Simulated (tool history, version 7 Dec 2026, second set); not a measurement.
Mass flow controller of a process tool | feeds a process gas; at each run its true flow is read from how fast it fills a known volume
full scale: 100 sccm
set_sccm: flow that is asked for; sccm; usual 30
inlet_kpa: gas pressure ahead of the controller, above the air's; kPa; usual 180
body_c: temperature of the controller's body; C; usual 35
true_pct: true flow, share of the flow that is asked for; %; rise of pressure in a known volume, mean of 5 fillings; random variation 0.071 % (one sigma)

| run | hour | set_sccm | inlet_kpa | body_c | true_pct |
|---|---|---|---|---|---|
| 1 | 0.0 | 30 | 180 | 35 | 95.65 |
| 2 | 135.1 | 52 | 180 | 35 | 96.72 |
| 3 | 307.9 | 45 | 180 | 35 | 96.36 |
| 4 | 446.4 | 45 | 180 | 35 | 96.40 |
| 5 | 688.0 | 45 | 180 | 35 | 96.21 |
|  | 705.0 | controller's zero set anew |
| 6 | 962.9 | 45 | 180 | 35 | 95.01 |
| 7 | 1232.1 | 30 | 180 | 35 | 93.26 |
| 8 | 1417.5 | 30 | 180 | 35 | 93.05 |
| 9 | 1684.8 | 30 | 180 | 35 | 92.93 |
| 10 | 1815.3 | 35 | 180 | 30 | 93.20 |
| 11 | 1995.4 | 30 | 146 | 35 | 92.56 |
|  | 2144.0 | controller's zero set anew, once more |
| 12 | 2291.1 | 30 | 146 | 35 | 97.00 |
| 13 | 2559.4 | 96 | 203 | 34 | 98.12 |
| 14 | 2778.9 | 10 | 269 | 35 | 96.88 |
| 15 | 2987.4 | 32 | 230 | 29 | 96.46 |
| 16 | 3246.3 | 52 | 254 | 23 | 96.57 |

The next listed run, before its measurement:
| 17 | 3459.6 | 30 | 273 | 24 | ? |

Run 17 gave true_pct 96.02 %.
Without the tool's hidden state the same run would have given true_pct 99.40 %.
